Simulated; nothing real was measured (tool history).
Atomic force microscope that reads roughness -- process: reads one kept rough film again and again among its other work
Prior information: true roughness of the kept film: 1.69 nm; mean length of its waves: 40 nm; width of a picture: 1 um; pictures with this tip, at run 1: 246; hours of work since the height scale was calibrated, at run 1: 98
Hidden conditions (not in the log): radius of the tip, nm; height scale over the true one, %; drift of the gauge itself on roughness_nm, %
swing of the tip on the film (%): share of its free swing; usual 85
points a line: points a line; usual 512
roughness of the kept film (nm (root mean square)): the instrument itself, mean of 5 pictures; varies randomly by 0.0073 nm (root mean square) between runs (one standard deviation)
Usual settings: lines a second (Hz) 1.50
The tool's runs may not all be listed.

| run | hour | lines a second (Hz) | swing of the tip on the film (%) | points a line | pictures with this tip | hours of work since the height scale was calibrated | roughness of the kept film (nm (root mean square)) |
|---|---|---|---|---|---|---|---|
| 1 | 0.0 | 1.50 | 85 | 512 | 246 | 98 | 1.421 |
| 2 | 11.3 | 1.50 | 85 | 512 | 263 | 105 | 1.420 |
| 3 | 16.8 | 1.50 | 85 | 512 | 271 | 108 | 1.411 |
| 4 | 26.0 | 1.50 | 85 | 512 | 285 | 113 | 1.424 |
| 5 | 37.5 | 1.50 | 85 | 629 | 302 | 120 | 1.418 |
| 6 | 44.6 | 1.50 | 85 | 629 | 313 | 124 | 1.407 |
| 7 | 51.8 | 1.58 | 85 | 629 | 324 | 129 | 1.391 |
| 8 | 62.3 | 1.58 | 85 | 629 | 339 | 135 | 1.389 |
|  | 65.0 | new tip fitted |
| 9 | 69.7 | 1.50 | 85 | 512 | 7 | 139 | 1.526 |
| 10 | 79.3 | 1.50 | 85 | 512 | 21 | 145 | 1.518 |
| 11 | 89.6 | 1.50 | 85 | 512 | 36 | 151 | 1.519 |
| 12 | 101.9 | 1.50 | 85 | 512 | 55 | 158 | 1.510 |
| 13 | 107.0 | 1.50 | 87 | 512 | 62 | 161 | 1.494 |
| 14 | 113.9 | 1.50 | 85 | 463 | 73 | 165 | 1.507 |
| 15 | 120.2 | 0.60 | 64 | 566 | 82 | 169 | 1.582 |
| 16 | 131.9 | 1.25 | 84 | 615 | 100 | 176 | 1.510 |
| 17 | 141.1 | 1.25 | 84 | 615 | 113 | 181 | 1.500 |
| 18 | 151.6 | 1.25 | 84 | 615 | 129 | 188 | 1.516 |
| 19 | 162.7 | 1.25 | 84 | 615 | 146 | 194 | 1.495 |
| 20 | 173.2 | 1.25 | 84 | 615 | 161 | 200 | 1.479 |
| 21 | 178.2 | 1.25 | 88 | 295 | 169 | 203 | 1.457 |
| 22 | 186.1 | 1.25 | 88 | 295 | 181 | 208 | 1.462 |
| 23 | 198.4 | 1.50 | 68 | 516 | 199 | 215 | 1.518 |
| 24 | 204.8 | 1.06 | 76 | 516 | 209 | 219 | 1.506 |
| 25 | 217.0 | 1.06 | 76 | 516 | 227 | 226 | 1.497 |
| 26 | 224.9 | 1.06 | 76 | 516 | 239 | 231 | 1.480 |
| 27 | 231.3 | 1.06 | 76 | 361 | 248 | 235 | 1.474 |

How the hidden state differs across the entries between the runs, from the last listed run before each to the first after it:
Between runs 8 and 9: new tip fitted (hour 65.0)
  radius of the tip, nm: 30 -> 7.7
  what was measured, less what the result would be without the hidden state, roughness of the kept film (nm (root mean square)): -0.128 -> -0.003

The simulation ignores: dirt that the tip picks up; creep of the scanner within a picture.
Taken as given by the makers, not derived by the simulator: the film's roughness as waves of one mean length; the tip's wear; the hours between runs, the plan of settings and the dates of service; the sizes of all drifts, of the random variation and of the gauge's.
